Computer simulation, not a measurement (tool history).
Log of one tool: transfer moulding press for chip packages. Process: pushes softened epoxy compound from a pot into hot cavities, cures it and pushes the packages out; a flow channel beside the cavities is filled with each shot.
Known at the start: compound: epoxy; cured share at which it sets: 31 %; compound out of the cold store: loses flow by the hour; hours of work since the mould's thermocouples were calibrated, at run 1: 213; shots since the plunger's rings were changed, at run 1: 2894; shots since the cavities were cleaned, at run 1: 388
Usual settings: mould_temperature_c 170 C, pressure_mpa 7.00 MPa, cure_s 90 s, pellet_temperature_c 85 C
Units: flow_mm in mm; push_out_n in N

run     day  mould_temperature_c  pressure_mpa  cure_s  pellet_temperature_c  hours of work since the mould's thermocouples were calibrated  shots since the plunger's rings were changed  shots since the cavities were cleaned  incoming compound's hours out of the cold store  flow_mm  push_out_n
  1   0.000                  170          7.00      90                    85                                                            213                                          2894                                    388                                             26.2      665         394
      0.417  -- cavities cleaned with cleaning compound and waxed
      2.608  -- cavities cleaned with cleaning compound and waxed
  2   2.700                  170          5.60      90                    85                                                            247                                          3489                                     22                                             24.3      586         382
  3   3.883                  170          5.60      90                    85                                                            262                                          3763                                    296                                             19.4      601         384
      4.642  -- cavities cleaned with cleaning compound and waxed
      6.025  -- plunger's sealing rings changed
  4   6.138                  170          5.60      90                    90                                                            289                                            25                                    321                                             47.3      542         350
      6.925  -- cavities cleaned with cleaning compound and waxed
  5   7.833                  170          5.60      90                    82                                                            310                                           403                                    210                                             23.3      603         397
      9.088  -- cavities cleaned with cleaning compound and waxed
  6   9.088                  170          5.60      90                    82                                                            326                                           678                                      0                                             22.1      602         390
  7  10.633                  170          5.60      90                    82                                                            346                                          1035                                    357                                             46.7      543         370
     11.250  -- cavities cleaned with cleaning compound and waxed
  8  12.829                  170          5.60      90                    82                                                            373                                          1528                                    365                                             36.6      565         368
     13.329  -- cavities cleaned with cleaning compound and waxed
  9  14.012                  170          5.60      90                    82                                                            388                                          1787                                    157                                             33.5      573         387
     15.471  -- cavities cleaned with cleaning compound and waxed
 10  15.496                  170          8.51      90                    85                                                            406                                          2116                                      7                                             34.2      701         350
     17.600  -- cavities cleaned with cleaning compound and waxed
 11  17.696                  170          8.51      90                    85                                                            434                                          2609                                     22                                             35.2      698         364
     19.804  -- cavities cleaned with cleaning compound and waxed
 12  19.833                  170          8.51      90                    85                                                            461                                          3089                                      7                                             41.8      668         361
 13  21.429                  170          7.00      90                    85                                                            481                                          3458                                    376                                             37.8      629         362
     21.879  -- cavities cleaned with cleaning compound and waxed
 14  23.796                  170          7.00      90                    85                                                            511                                          3990                                    443                                             25.3      664         384
     24.017  -- cavities cleaned with cleaning compound and waxed
     24.867  -- plunger's sealing rings changed
     25.617  -- mould's thermocouples calibrated
     26.296  -- cavities cleaned with cleaning compound and waxed
 15  26.321                  170          7.00      90                    85                                                              8                                           302                                      6                                             43.6      609         359
     28.467  -- cavities cleaned with cleaning compound and waxed
 16  28.654                  170          7.00      90                    85                                                             38                                           827                                     43                                             39.6      630         356
 17  30.025                  167          7.00     122                    85                                                             55                                          1143                                    359                                             25.3      684         257
     30.512  -- cavities cleaned with cleaning compound and waxed
 18  31.421                  167          7.00     122                    85                                                             73                                          1452                                    211                                             40.7      637         263
     32.679  -- cavities cleaned with cleaning compound and waxed
 19  33.038                  167          7.00     122                    85                                                             93                                          1811                                     84                                             46.2      626         250
     34.775  -- cavities cleaned with cleaning compound and waxed
 20  34.950                  170          7.00      70                    85                                                            117                                          2237                                     40                                             42.8      613         672
     36.896  -- cavities cleaned with cleaning compound and waxed
 21  37.312                  171          7.00     109                    92                                                            147                                          2770                                     97                                             35.2      626         225
     39.083  -- cavities cleaned with cleaning compound and waxed
 22  39.325                  171          7.00     109                    92                                                            172                                          3219                                     55                                             19.5      672         248
 23  40.771                  169          5.91      91                    87                                                            191                                          3553                                    389                                             13.5      642         417
     41.150  -- cavities cleaned with cleaning compound and waxed
     43.275  -- cavities cleaned with cleaning compound and waxed
 24  43.450                  169          5.91      91                    87                                                            224                                          4144                                     41                                             19.0      633         412
     43.804  -- plunger's sealing rings changed
 25  45.329                  170          7.00     105                    94                                                            247                                           353                                    451                                             36.0      634         264
     45.592  -- cavities cleaned with cleaning compound and waxed
 26  46.525                  175          6.85      90                    85                                                            261                                           615                                    216                                             46.1      586         258
     47.721  -- cavities cleaned with cleaning compound and waxed
 27  48.479                  175          7.59      90                    89                                                            286                                          1051                                    175                                             32.0      654         261

Forecast each of these 3 alternatives for the next run:
     49.938  -- cavities cleaned with cleaning compound and waxed
  A  50.192                  170          6.77     107                    85                                                            307                                          1433                                     59                                             26.6        ?           ?
     49.938  -- cavities cleaned with cleaning compound and waxed
  B  50.192                  163          7.00      90                    85                                                            307                                          1433                                     59                                             33.3        ?           ?
     49.938  -- cavities cleaned with cleaning compound and waxed
  C  50.192                  170          5.25      79                    93                                                            307                                          1433                                     59                                             43.2        ?           ?

run  flow_mm  push_out_n
  A      649         271
  B      667         650
  C      532         479
Without the tool's hidden state the same runs would have given:
run  flow_mm  push_out_n
  A      649         270
  B      667         648
  C      532         477

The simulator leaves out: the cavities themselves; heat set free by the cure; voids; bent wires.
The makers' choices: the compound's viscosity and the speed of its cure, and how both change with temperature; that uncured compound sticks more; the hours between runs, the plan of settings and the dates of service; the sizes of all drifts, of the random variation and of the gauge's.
